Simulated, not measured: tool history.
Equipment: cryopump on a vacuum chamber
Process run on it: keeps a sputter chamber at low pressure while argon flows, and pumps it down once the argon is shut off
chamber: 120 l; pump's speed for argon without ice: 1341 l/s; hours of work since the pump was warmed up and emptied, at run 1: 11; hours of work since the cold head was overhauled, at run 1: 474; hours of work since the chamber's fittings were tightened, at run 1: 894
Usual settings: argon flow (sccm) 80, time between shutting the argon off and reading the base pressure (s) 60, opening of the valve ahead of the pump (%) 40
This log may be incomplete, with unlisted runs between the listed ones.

run	hour	argon flow (sccm)	time between shutting the argon off and reading the base pressure (s)	opening of the valve ahead of the pump (%)	hours of work since the pump was warmed up and emptied	hours of work since the cold head was overhauled	hours of work since the chamber's fittings were tightened	pressure while argon flows (Pa)	pressure after the wait (uPa)
1	0.0	80	60	40	11	474	894	0.2537	2.44
2	23.3	80	60	40	24	487	907	0.2547	2.44
3	50.7	46	60	40	40	503	922	0.1478	2.49
4	81.0	46	60	40	57	520	940	0.1480	2.50
5	118.5	46	60	40	78	541	961	0.1494	2.59
6	144.2	80	60	37	93	556	976	0.2821	2.56
7	168.1	80	60	37	106	570	989	0.2798	2.62
8	191.8	80	60	37	120	583	1003	0.2841	2.69
9	218.1	80	60	37	135	598	1018	0.2844	2.63
10	254.5	80	60	19	156	619	1038	0.5422	2.72
11	291.6	80	60	19	177	640	1060	0.5442	2.82
12	314.9	80	60	19	190	653	1073	0.5454	2.87
13	342.8	80	60	19	206	669	1089	0.5497	2.85
14	376.8	80	60	40	225	688	1108	0.2705	2.92
15	395.9	39	81	26	236	699	1119	0.1996	2.60
16	431.1	152	56	17	256	719	1139	1.1730	3.05
17	466.8	58	114	40	277	740	1159	0.2022	2.47
18	486.0	67	114	56	288	751	1170	0.1713	2.49
19	507.9	67	114	56	300	763	1183	0.1740	2.53
20	541.8	43	186	29	319	782	1202	0.2019	2.36
21	567.3	74	22	22	334	797	1217	0.4504	5.24
22	591.3	98	22	31	348	811	1230	0.4348	5.32
23	630.5	42	42	47	370	833	1253	0.1299	3.84
24	666.7	97	200	40	390	854	1273	0.3537	2.56

Run 25, settings as shown, results not yet in. Your forecast:
25	699.8	97	32	34	409	872	1292	?	?

For run 25 the tool returned pressure while argon flows (Pa) 0.4072, pressure after the wait (uPa) 4.49.
Were there no unlogged condition in the tool, this run, its random variation unchanged, would have produced pressure while argon flows (Pa) 0.3593, pressure after the wait (uPa) 2.51.

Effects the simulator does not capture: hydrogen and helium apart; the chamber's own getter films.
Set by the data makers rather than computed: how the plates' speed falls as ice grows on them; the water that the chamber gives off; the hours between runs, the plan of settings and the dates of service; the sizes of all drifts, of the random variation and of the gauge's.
